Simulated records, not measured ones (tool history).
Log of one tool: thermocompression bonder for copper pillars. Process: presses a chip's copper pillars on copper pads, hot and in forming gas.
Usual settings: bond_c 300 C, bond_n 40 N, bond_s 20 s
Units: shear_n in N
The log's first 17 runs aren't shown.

| run | hour | bond_c | bond_n | bond_s | shear_n |
|---|---|---|---|---|---|
|  | 792.9 | force cell calibrated |
| 18 | 826.4 | 321 | 34 | 20 | 87.4 |
| 19 | 853.1 | 321 | 34 | 20 | 89.4 |
| 20 | 881.2 | 313 | 60 | 44 | 119.4 |
|  | 918.3 | forming gas filter changed |
| 21 | 921.2 | 313 | 60 | 44 | 127.5 |
| 22 | 978.5 | 287 | 40 | 20 | 74.0 |
| 23 | 1037.7 | 287 | 40 | 20 | 72.7 |
| 24 | 1096.1 | 287 | 40 | 20 | 71.2 |
| 25 | 1161.8 | 287 | 40 | 20 | 70.4 |
| 26 | 1211.6 | 281 | 26 | 20 | 45.3 |

The next listed run, before its measurement:
| 27 | 1265.5 | 281 | 57 | 20 | ? |

shear_n: 83.5 N
Without the tool's hidden state the same run would have given shear_n 95.3 N.

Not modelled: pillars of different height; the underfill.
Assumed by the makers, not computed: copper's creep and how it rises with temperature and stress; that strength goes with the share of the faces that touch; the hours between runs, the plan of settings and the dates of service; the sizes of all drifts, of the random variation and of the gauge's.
